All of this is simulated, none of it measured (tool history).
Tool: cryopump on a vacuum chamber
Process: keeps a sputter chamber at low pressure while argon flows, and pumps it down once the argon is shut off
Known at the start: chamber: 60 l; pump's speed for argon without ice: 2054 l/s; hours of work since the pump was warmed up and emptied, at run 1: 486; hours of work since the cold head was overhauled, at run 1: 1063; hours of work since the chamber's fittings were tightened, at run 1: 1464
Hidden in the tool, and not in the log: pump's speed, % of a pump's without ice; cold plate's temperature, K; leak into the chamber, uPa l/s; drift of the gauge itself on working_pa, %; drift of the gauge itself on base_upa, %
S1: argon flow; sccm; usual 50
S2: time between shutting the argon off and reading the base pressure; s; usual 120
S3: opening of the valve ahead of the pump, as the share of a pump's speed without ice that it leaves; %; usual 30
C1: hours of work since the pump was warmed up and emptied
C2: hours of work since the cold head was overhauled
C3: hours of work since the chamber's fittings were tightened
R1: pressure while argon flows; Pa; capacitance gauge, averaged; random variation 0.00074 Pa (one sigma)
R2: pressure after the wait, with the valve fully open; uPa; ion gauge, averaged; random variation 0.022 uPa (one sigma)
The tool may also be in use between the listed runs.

run	day	S1	S2	S3	C1	C2	C3	R1	R2
1	0	50	120	30	486	1063	1464	0.1466	0.94
2	1.275	50	120	30	513	1089	1490	0.1476	0.96
# day 3: pump warmed up, emptied and cooled again
3	3.8	33	120	30	17	1137	1538	0.0901	0.93
4	4.896	50	20	30	39	1160	1560	0.1381	3.6
5	7.258	50	120	30	88	1208	1609	0.1391	0.92
6	9.625	50	120	30	137	1257	1658	0.1404	0.94
7	11.45	23	173	17	175	1295	1696	0.1132	0.78
8	13.283	50	225	40	212	1333	1734	0.1062	0.7
9	15.65	86	64	46	261	1382	1783	0.1621	1.45
10	16.938	46	64	46	288	1408	1809	0.09	1.42
11	17.929	46	64	46	308	1429	1830	0.0891	1.47

Forecast each of these 4 alternatives for the next run:
A	19.629	79	78	18	343	1464	1865	?	?
B	19.629	50	20	44	343	1464	1865	?	?
C	19.629	31	120	30	343	1464	1865	?	?
D	19.629	50	266	30	343	1464	1865	?	?

run	R1	R2
A	0.3749	1.29
B	0.1007	3.77
C	0.09	0.97
D	0.1454	0.73
Without the tool's hidden state the same runs would have given:
run	R1	R2
A	0.3624	0.97
B	0.0929	3.44
C	0.0851	0.65
D	0.1375	0.4
